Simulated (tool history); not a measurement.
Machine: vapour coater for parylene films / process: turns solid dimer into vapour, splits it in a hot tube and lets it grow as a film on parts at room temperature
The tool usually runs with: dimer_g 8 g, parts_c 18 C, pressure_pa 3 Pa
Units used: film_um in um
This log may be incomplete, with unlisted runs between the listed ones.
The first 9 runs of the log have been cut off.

run    hour  dimer_g  parts_c  pressure_pa  film_um
 10   537.9        8       17            3     1.63
 11   585.4        8       17            3     1.61
        624  -- trap's valve overhauled
 12   675.7        8       17            3     1.86
 13   732.9        8       17            3     1.84
      737.8  -- table's thermometer calibrated
 14     805        8       17            3     1.85
 15   875.5        8       17            3     1.83
 16   953.7        8       17            3      1.8
 17  1006.7        8       18        11.24     1.43
 18  1071.2        8       18        11.24     1.41
 19  1114.5        8       18         2.93     1.73
 20  1166.8        8       11        10.75     1.61
 21  1210.2        8       23         6.64     1.35
     1250.2  -- table's thermometer calibrated, once more
 22  1270.5        9       11         6.68     1.88

For run 23, what comes out?
 23  1340.6        4       23         6.68        ?

{"run 23": {"film_um": 0.66}}
Without the tool's hidden state the same run would have given film_um 0.73 um.
